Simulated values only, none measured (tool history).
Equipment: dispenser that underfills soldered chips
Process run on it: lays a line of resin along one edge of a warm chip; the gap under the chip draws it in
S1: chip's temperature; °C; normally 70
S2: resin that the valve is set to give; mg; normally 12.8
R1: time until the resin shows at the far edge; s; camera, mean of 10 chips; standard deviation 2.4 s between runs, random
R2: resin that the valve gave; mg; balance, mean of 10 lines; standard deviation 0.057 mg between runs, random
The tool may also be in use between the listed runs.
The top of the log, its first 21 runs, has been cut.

run,day,S1,S2,R1,R2
22,3.171,56,12.5,1016.6,12.11
# day 3.292: new syringe of resin
23,3.350,59,12.6,477.5,12.17
24,3.483,59,12.6,559.2,12.03
25,3.629,59,12.6,683.7,12.09
26,3.788,84,12.8,244.8,12.23
# day 3.921: new syringe of resin
27,3.950,84,12.8,132.4,12.21
28,4.088,70,13.4,310.3,12.79
29,4.242,70,13.4,379.2,12.79
30,4.338,70,13.4,437.8,12.71
31,4.492,70,13.4,535.8,12.81
# day 4.542: new syringe of resin
32,4.708,70,13.4,312.8,12.72
33,4.908,70,13.4,404.5,12.63
34,5.075,70,13.4,503.4,12.62
# day 5.175: new syringe of resin
35,5.288,70,13.4,282.7,12.60

5 options for the next run, each taken on its own from the tool as it stands now. Forecast them:
A,5.500,70,13.5,?,?
B,5.500,57,16.1,?,?
C,5.500,70,15.7,?,?
D,5.500,58,11.1,?,?
E,5.500,79,12.8,?,?

run,R1,R2
A,382.5,12.68
B,738.7,15.01
C,371.5,14.73
D,756.1,10.38
E,255.0,11.95
Without the tool's hidden state the same runs would have given:
run,R1,R2
A,238.9,13.54
B,463.0,16.04
C,233.4,15.73
D,465.3,11.08
E,159.1,12.77
